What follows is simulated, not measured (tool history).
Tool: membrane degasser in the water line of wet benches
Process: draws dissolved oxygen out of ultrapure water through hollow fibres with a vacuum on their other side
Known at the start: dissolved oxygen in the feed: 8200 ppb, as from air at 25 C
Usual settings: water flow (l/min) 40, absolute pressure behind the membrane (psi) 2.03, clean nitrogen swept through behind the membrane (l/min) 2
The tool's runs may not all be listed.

run    hour  water flow (l/min)  absolute pressure behind the membrane (psi)  clean nitrogen swept through behind the membrane (l/min)  dissolved oxygen in the water behind the degasser (ppb)  pressure that the water loses in the fibres (psi)
  1       0                  40                                         2.03                                                         2                                                    464.9                                              9.517
  2    65.8                  40                                         2.03                                                         2                                                    466.4                                              9.572
  3   135.3                  40                                         2.03                                                      0.82                                                    935.4                                              9.609
  4   213.5                  40                                         2.03                                                      0.82                                                    926.7                                                9.6
      285.1  -- vacuum gauge calibrated
  5   304.8                  40                                         2.03                                                      0.82                                                    927.2                                              9.543
  6   373.3                  40                                         2.03                                                      3.16                                                    315.1                                              9.577
  7   474.7                  40                                         4.15                                                         2                                                     1023                                              9.601
  8     519                  40                                         2.03                                                         2                                                    466.5                                              9.623
  9   575.7                  40                                         2.03                                                         2                                                    468.2                                              9.678
 10   643.4                  40                                         2.03                                                      1.31                                                    655.2                                              9.722
 11   698.4                  40                                         2.03                                                      1.31                                                    659.2                                              9.599
 12   787.2                  40                                         2.03                                                         2                                                    467.2                                              9.619
 13   862.5                  40                                         2.03                                                         2                                                    464.1                                               9.62
 14     921                  40                                         2.03                                                         2                                                    467.5                                              9.648
 15   995.2                  40                                         2.03                                                         2                                                    465.6                                              9.723
 16    1047                  40                                         2.03                                                         2                                                    466.4                                              9.603
 17  1133.1                  40                                         2.03                                                         2                                                    465.7                                              9.704
 18    1236                  40                                         2.03                                                         2                                                    466.2                                              9.661
 19  1303.1                  55                                         2.03                                                      1.05                                                   1010.3                                             13.278
 20  1380.6                  42                                         2.52                                                      1.05                                                   1033.6                                             10.124
 21  1482.1                  42                                         4.48                                                      0.94                                                   1954.1                                             10.224
 22  1547.7                  42                                         4.13                                                      1.12                                                   1612.6                                             10.292
 23  1649.3                  48                                         1.97                                                      3.15                                                    371.1                                             11.658
 24    1710                  48                                         1.97                                                      3.15                                                    368.8                                             11.747
 25    1789                  40                                         1.71                                                         2                                                    377.1                                              9.741
 26  1869.8                  55                                         1.31                                                         2                                                    372.4                                             13.352
 27  1975.5                  55                                         1.31                                                         2                                                    372.7                                             13.393
 28  2081.8                  55                                         1.31                                                         2                                                    374.1                                              13.37
 29  2187.2                  55                                         1.31                                                         2                                                    371.9                                              13.39
 30  2247.6                  55                                         1.31                                                         2                                                    371.7                                               13.4
 31  2334.1                  28                                         3.55                                                      2.73                                                      488                                              6.808

Forecast each of these 4 alternatives for the next run:
  A  2436.4                  30                                         3.55                                                      2.73                                                        ?                                                  ?
  B  2436.4                  28                                         3.55                                                      1.57                                                        ?                                                  ?
  C  2436.4                  55                                         4.82                                                      4.59                                                        ?                                                  ?
  D  2436.4                  40                                         2.03                                                      1.36                                                        ?                                                  ?

run  dissolved oxygen in the water behind the degasser (ppb)  pressure that the water loses in the fibres (psi)
  A                                                    518.8                                              7.301
  B                                                    781.1                                               6.85
  C                                                    801.3                                             13.475
  D                                                    635.2                                              9.748
Without the tool's hidden state the same runs would have given:
run  dissolved oxygen in the water behind the degasser (ppb)  pressure that the water loses in the fibres (psi)
  A                                                    518.6                                              7.168
  B                                                    780.9                                              6.725
  C                                                    800.9                                              13.23
  D                                                      635                                              9.571
